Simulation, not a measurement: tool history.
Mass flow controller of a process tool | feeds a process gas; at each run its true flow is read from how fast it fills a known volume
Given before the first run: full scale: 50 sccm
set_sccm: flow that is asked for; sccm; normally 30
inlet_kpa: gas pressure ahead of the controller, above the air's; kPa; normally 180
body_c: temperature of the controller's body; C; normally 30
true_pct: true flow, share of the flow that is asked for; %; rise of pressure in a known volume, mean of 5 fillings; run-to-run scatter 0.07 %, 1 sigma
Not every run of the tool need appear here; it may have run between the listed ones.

{"run": 1, "day": 0.0, "set_sccm": 30, "inlet_kpa": 180, "body_c": 30, "true_pct": 98.03}
{"run": 2, "day": 8.838, "set_sccm": 30, "inlet_kpa": 253, "body_c": 30, "true_pct": 98.56}
{"run": 3, "day": 19.496, "set_sccm": 30, "inlet_kpa": 253, "body_c": 30, "true_pct": 98.51}
{"run": 4, "day": 34.775, "set_sccm": 15, "inlet_kpa": 180, "body_c": 30, "true_pct": 97.2}
{"run": 5, "day": 42.192, "set_sccm": 15, "inlet_kpa": 180, "body_c": 30, "true_pct": 97.05}
{"run": 6, "day": 50.171, "set_sccm": 15, "inlet_kpa": 180, "body_c": 30, "true_pct": 97.02}
{"run": 7, "day": 57.279, "set_sccm": 5, "inlet_kpa": 180, "body_c": 30, "true_pct": 96.31}
{"run": 8, "day": 69.704, "set_sccm": 5, "inlet_kpa": 180, "body_c": 30, "true_pct": 96.33}
{"run": 9, "day": 76.425, "set_sccm": 5, "inlet_kpa": 180, "body_c": 30, "true_pct": 96.14}
{"run": 10, "day": 89.404, "set_sccm": 30, "inlet_kpa": 180, "body_c": 30, "true_pct": 97.7}
{"day": 100.008, "done": "controller exchanged for a calibrated one"}
{"run": 11, "day": 103.167, "set_sccm": 30, "inlet_kpa": 180, "body_c": 30, "true_pct": 97.67}
{"run": 12, "day": 117.342, "set_sccm": 30, "inlet_kpa": 180, "body_c": 30, "true_pct": 97.58}
{"run": 13, "day": 130.308, "set_sccm": 30, "inlet_kpa": 180, "body_c": 30, "true_pct": 97.52}
{"run": 14, "day": 140.112, "set_sccm": 30, "inlet_kpa": 180, "body_c": 30, "true_pct": 97.29}
{"run": 15, "day": 151.088, "set_sccm": 7, "inlet_kpa": 180, "body_c": 30, "true_pct": 95.93}
{"run": 16, "day": 160.492, "set_sccm": 36, "inlet_kpa": 214, "body_c": 21, "true_pct": 98.62}
{"run": 17, "day": 167.396, "set_sccm": 36, "inlet_kpa": 181, "body_c": 40, "true_pct": 96.49}
{"run": 18, "day": 174.817, "set_sccm": 16, "inlet_kpa": 248, "body_c": 35, "true_pct": 96.13}
{"run": 19, "day": 189.5, "set_sccm": 19, "inlet_kpa": 268, "body_c": 30, "true_pct": 96.78}
{"run": 20, "day": 199.792, "set_sccm": 17, "inlet_kpa": 165, "body_c": 27, "true_pct": 96.43}
{"run": 21, "day": 211.462, "set_sccm": 17, "inlet_kpa": 161, "body_c": 27, "true_pct": 96.33}
{"run": 22, "day": 221.146, "set_sccm": 17, "inlet_kpa": 161, "body_c": 27, "true_pct": 96.33}
{"run": 23, "day": 228.496, "set_sccm": 17, "inlet_kpa": 161, "body_c": 27, "true_pct": 96.38}
{"run": 24, "day": 239.517, "set_sccm": 33, "inlet_kpa": 150, "body_c": 34, "true_pct": 96.4}
{"run": 25, "day": 252.083, "set_sccm": 7, "inlet_kpa": 180, "body_c": 30, "true_pct": 95.26}
{"run": 26, "day": 268.354, "set_sccm": 30, "inlet_kpa": 233, "body_c": 25, "true_pct": 97.33}
{"run": 27, "day": 282.688, "set_sccm": 9, "inlet_kpa": 168, "body_c": 30, "true_pct": 95.15}

What if the next run were any one of these 3? Each begins from the tool's condition after run 27:
{"run": "A", "day": 291.771, "set_sccm": 8, "inlet_kpa": 185, "body_c": 39, "true_pct": "?"}
{"run": "B", "day": 291.771, "set_sccm": 9, "inlet_kpa": 192, "body_c": 23, "true_pct": "?"}
{"run": "C", "day": 291.771, "set_sccm": 7, "inlet_kpa": 168, "body_c": 30, "true_pct": "?"}

run=A true_pct=94.18
run=B true_pct=96.02
run=C true_pct=95.14
With no hidden state in the tool, these same runs would have given:
run=A true_pct=95.82
run=B true_pct=97.69
run=C true_pct=96.79
